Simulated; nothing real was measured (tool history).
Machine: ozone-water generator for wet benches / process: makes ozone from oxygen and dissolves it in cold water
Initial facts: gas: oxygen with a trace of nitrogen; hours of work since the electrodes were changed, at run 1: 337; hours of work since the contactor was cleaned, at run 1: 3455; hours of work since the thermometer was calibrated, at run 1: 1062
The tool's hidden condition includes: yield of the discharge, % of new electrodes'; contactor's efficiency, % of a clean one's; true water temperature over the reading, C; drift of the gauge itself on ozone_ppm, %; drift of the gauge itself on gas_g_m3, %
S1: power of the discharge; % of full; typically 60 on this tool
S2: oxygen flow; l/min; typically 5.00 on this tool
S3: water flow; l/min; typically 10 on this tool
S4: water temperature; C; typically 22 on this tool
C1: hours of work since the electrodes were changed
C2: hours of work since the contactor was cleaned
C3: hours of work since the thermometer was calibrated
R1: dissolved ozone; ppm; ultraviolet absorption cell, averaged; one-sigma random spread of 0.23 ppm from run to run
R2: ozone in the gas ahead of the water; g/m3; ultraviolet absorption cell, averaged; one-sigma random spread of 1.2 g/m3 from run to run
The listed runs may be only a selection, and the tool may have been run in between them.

run 1 day=0.000 | S1=60 S2=5.00 S3=10 S4=22 | C1=337 C2=3455 C3=1062 | R1=32.5 R2=216.9
run 2 day=5.350 | S1=60 S2=5.00 S3=10 S4=22 | C1=440 C2=3558 C3=1164 | R1=32.5 R2=215.8
run 3 day=10.175 | S1=60 S2=5.00 S3=10 S4=27 | C1=532 C2=3650 C3=1256 | R1=29.3 R2=217.2
run 4 day=13.392 | S1=60 S2=5.00 S3=10 S4=27 | C1=594 C2=3712 C3=1318 | R1=29.1 R2=216.6
-- day=13.921 contactor cleaned
run 5 day=19.208 | S1=60 S2=5.00 S3=10 S4=27 | C1=702 C2=101 C3=1426 | R1=28.9 R2=215.7
run 6 day=22.171 | S1=95 S2=5.76 S3=7 S4=27 | C1=759 C2=158 C3=1483 | R1=49.3 R2=297.9
run 7 day=25.492 | S1=42 S2=2.98 S3=10 S4=22 | C1=822 C2=221 C3=1546 | R1=24.2 R2=201.4
run 8 day=30.767 | S1=42 S2=2.72 S3=10 S4=26 | C1=923 C2=322 C3=1647 | R1=22.4 R2=208.4
run 9 day=35.729 | S1=48 S2=7.35 S3=10 S4=22 | C1=1018 C2=417 C3=1742 | R1=24.7 R2=148.3
run 10 day=40.379 | S1=48 S2=7.35 S3=10 S4=22 | C1=1107 C2=506 C3=1831 | R1=25.0 R2=147.4

Alternative continuations, all from the tool just after run 10; predict every row:
-- day=41.696 contactor cleaned, once more
run A day=44.096 | S1=60 S2=5.00 S3=10 S4=28 | C1=1175 C2=46 C3=1899 | R1=? R2=?
-- day=41.696 contactor cleaned, once more
run B day=44.096 | S1=48 S2=7.35 S3=10 S4=14 | C1=1175 C2=46 C3=1899 | R1=? R2=?
-- day=41.696 contactor cleaned, once more
run C day=44.096 | S1=48 S2=5.48 S3=12 S4=22 | C1=1175 C2=46 C3=1899 | R1=? R2=?
-- day=41.696 contactor cleaned, once more
run D day=44.096 | S1=48 S2=3.40 S3=10 S4=22 | C1=1175 C2=46 C3=1899 | R1=? R2=?

run=A R1=28.7 R2=213.9
run=B R1=30.5 R2=149.2
run=C R1=23.9 R2=169.9
run=D R1=27.6 R2=209.0
With no hidden state in the tool, these same runs would have given:
run=A R1=29.7 R2=219.7
run=B R1=31.3 R2=152.4
run=C R1=24.6 R2=173.4
run=D R1=28.3 R2=213.4

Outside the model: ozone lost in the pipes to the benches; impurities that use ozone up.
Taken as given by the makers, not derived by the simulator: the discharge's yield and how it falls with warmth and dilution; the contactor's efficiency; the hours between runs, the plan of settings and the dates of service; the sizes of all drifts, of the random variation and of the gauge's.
